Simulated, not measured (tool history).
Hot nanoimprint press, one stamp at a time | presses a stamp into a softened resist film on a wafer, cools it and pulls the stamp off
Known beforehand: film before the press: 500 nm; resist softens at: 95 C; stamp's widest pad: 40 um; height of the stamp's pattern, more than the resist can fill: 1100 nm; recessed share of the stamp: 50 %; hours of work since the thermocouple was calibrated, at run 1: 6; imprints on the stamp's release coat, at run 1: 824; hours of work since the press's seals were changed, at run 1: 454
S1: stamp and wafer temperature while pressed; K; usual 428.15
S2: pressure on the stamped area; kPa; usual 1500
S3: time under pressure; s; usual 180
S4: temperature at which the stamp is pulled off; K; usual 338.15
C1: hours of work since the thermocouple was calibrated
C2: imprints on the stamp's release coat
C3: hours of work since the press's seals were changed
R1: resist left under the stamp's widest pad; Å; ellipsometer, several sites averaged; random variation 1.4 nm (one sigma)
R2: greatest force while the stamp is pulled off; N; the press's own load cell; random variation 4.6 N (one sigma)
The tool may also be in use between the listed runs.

run 1 day=0.000 | S1=428.15 S2=1500 S3=180 S4=338.15 | C1=6 C2=824 C3=454 | R1=2177 R2=286
run 2 day=0.892 | S1=428.15 S2=1500 S3=180 S4=345.15 | C1=22 C2=951 C3=471 | R1=2179 R2=275
run 3 day=1.521 | S1=428.15 S2=1500 S3=180 S4=338.15 | C1=34 C2=1041 C3=483 | R1=2174 R2=302
run 4 day=2.433 | S1=428.15 S2=1500 S3=180 S4=338.15 | C1=51 C2=1170 C3=499 | R1=2173 R2=320
run 5 day=3.046 | S1=428.15 S2=1500 S3=180 S4=338.15 | C1=62 C2=1258 C3=511 | R1=2180 R2=320
run 6 day=3.838 | S1=428.15 S2=1500 S3=180 S4=338.15 | C1=77 C2=1371 C3=525 | R1=2187 R2=327
-- day=4.046 plate thermocouple calibrated
run 7 day=4.404 | S1=428.15 S2=1500 S3=180 S4=338.15 | C1=7 C2=1434 C3=534 | R1=2153 R2=327
run 8 day=5.025 | S1=428.15 S2=1500 S3=180 S4=338.15 | C1=18 C2=1522 C3=545 | R1=2214 R2=351
run 9 day=5.604 | S1=428.15 S2=1500 S3=180 S4=338.15 | C1=29 C2=1605 C3=556 | R1=2198 R2=353
-- day=6.371 stamp cleaned and given a new release coat
-- day=6.542 plate thermocouple calibrated, once more
run 10 day=6.988 | S1=428.15 S2=1500 S3=203 S4=338.15 | C1=8 C2=69 C3=574 | R1=2091 R2=232
run 11 day=7.729 | S1=428.15 S2=950 S3=294 S4=337.15 | C1=22 C2=175 C3=588 | R1=2194 R2=249
run 12 day=8.654 | S1=429.15 S2=2330 S3=294 S4=337.15 | C1=39 C2=307 C3=605 | R1=1406 R2=252
run 13 day=9.462 | S1=428.15 S2=1070 S3=249 S4=338.15 | C1=54 C2=422 C3=620 | R1=2246 R2=263
run 14 day=9.971 | S1=428.15 S2=1500 S3=123 S4=338.15 | C1=63 C2=495 C3=630 | R1=2573 R2=258
run 15 day=10.996 | S1=432.15 S2=1500 S3=180 S4=330.15 | C1=82 C2=641 C3=649 | R1=1790 R2=298

Branching from run 15: 5 alternative next runs. What would each branch give?
run A day=12.004 | S1=428.15 S2=1500 S3=332 S4=344.15 | C1=101 C2=785 C3=667 | R1=? R2=?
run B day=12.004 | S1=432.15 S2=1500 S3=180 S4=332.15 | C1=101 C2=785 C3=667 | R1=? R2=?
run C day=12.004 | S1=424.15 S2=1220 S3=180 S4=337.15 | C1=101 C2=785 C3=667 | R1=? R2=?
run D day=12.004 | S1=424.15 S2=1500 S3=180 S4=330.15 | C1=101 C2=785 C3=667 | R1=? R2=?
run E day=12.004 | S1=428.15 S2=1500 S3=103 S4=338.15 | C1=101 C2=785 C3=667 | R1=? R2=?

run=A R1=1751 R2=269
run=B R1=1800 R2=309
run=C R1=2966 R2=281
run=D R1=2733 R2=316
run=E R1=2746 R2=295
Without the tool's hidden state the same runs would have given:
run=A R1=1711 R2=214
run=B R1=1760 R2=245
run=C R1=2918 R2=223
run=D R1=2680 R2=251
run=E R1=2694 R2=235
